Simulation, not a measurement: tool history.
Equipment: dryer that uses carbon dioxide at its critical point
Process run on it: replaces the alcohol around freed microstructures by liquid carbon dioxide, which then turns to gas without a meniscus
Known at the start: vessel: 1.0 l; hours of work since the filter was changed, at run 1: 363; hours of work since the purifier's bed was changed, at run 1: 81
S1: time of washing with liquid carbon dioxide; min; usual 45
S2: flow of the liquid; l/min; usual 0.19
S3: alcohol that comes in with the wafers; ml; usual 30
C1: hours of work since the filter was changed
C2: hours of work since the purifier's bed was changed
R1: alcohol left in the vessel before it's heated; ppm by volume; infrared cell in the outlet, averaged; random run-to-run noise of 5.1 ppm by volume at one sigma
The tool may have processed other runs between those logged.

run	hour	S1	S2	S3	C1	C2	R1
1	0	45	0.19	30	363	81	117
2	21.1	45	0.19	41	379	98	151
3	39.5	45	0.19	30	394	112	123
4	64.8	45	0.19	30	413	131	134
5	84	45	0.19	30	428	146	143
6	104.7	45	0.19	30	444	162	136
7	125.7	45	0.19	30	460	178	143
8	151.3	45	0.19	30	480	198	158
9	169.4	45	0.19	30	494	212	165
10	189.2	45	0.291	39	509	227	69
11	212.9	41	0.236	41	527	246	129
12	223.7	30	0.236	41	536	254	497
13	239.9	32	0.285	30	548	266	146
14	257.6	32	0.285	30	562	280	151
15	282.5	27	0.165	20	581	299	1294
16	293.6	34	0.19	30	590	308	593
# hour 296.1: inlet filter changed
17	311	45	0.19	47	11	320	142

Run by run, hidden condition taken away, random variation retained:
Hidden conditions of the tool in this case: flow that reaches the vessel past the clogged filter, %; alcohol in the recycled carbon dioxide, ppm; drift of the gauge itself on alcohol_ppm, %.
run	R1
1	51
2	62
3	47
4	50
5	55
6	45
7	47
8	49
9	51
10	16
11	24
12	203
13	31
14	34
15	710
16	238
17	79

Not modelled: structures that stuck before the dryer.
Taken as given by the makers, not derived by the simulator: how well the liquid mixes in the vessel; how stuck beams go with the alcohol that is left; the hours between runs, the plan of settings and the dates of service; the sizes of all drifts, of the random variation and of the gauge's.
